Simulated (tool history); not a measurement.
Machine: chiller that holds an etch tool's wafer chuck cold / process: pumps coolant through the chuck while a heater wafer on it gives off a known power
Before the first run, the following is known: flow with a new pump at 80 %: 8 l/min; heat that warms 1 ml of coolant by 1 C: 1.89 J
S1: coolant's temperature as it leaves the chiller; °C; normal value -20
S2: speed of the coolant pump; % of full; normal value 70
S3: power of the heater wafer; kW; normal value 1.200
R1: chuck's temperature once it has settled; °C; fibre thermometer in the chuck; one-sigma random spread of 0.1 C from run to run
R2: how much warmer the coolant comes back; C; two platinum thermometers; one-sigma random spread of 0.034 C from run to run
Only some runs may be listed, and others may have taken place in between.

run     day   S1  S2     S3     R1    R2
  1   0.000  -20  70  1.200   -9.9  5.66
  2   1.904  -20  70  1.200  -10.0  5.61
  3   4.262  -12  70  1.200   -1.9  5.55
  4   5.908  -12  91  1.200   -3.9  4.18
  5   8.612  -12  91  1.200   -3.8  4.18
  6  10.167  -12  91  1.200   -4.0  4.21
  7  12.338  -12  91  1.200   -3.8  4.18
  8  13.838  -12  91  1.200   -3.7  4.18
  9  17.238  -12  91  1.200   -4.0  4.18
 10  20.367  -12  91  1.200   -4.0  4.20
 11  22.183  -12  91  1.200   -4.1  4.20
 12  24.404  -12  91  1.200   -3.7  4.18
 13  26.633  -12  91  1.200   -3.8  4.18
 14  29.900  -12  91  1.200   -3.8  4.20
 15  32.746  -14  88  1.552   -3.1  5.70
 16  34.700  -18  99  1.346   -9.4  4.31
 17  36.304  -20  70  1.772   -4.8  8.38
 18  38.550  -20  70  1.772   -4.8  8.41
 19  41.846  -29  88  0.810  -23.5  2.96
 20  43.317  -28  88  0.620  -24.0  2.25
 21  45.204  -12  90  1.436   -2.0  5.14
 22  47.862  -20  94  0.949  -13.9  3.25
 23  51.283  -20  91  1.783   -7.7  6.35
 24  53.367  -13  72  0.901   -5.5  4.21
 25  56.550  -27  80  1.361  -16.8  5.61
 26  58.388  -13  79  0.684   -7.9  2.86
 27  60.042  -13  83  1.155   -4.4  4.52
 28  62.788  -15  81  0.880   -8.4  3.60

Consider 3 possible next runs. They are alternatives, not a sequence: every one starts from the tool as it was left by run 28. What does each give?
  A  66.154  -20  95  1.757   ?   ?
  B  66.154  -11  70  0.884   ?   ?
  C  66.154  -20  99  1.200   ?   ?

run     R1    R2
  A   -7.9  6.03
  B   -3.3  4.27
  C  -12.4  3.91
With no hidden state in the tool, these same runs would have given:
run     R1    R2
  A   -8.3  5.75
  B   -3.4  4.07
  C  -12.5  3.73
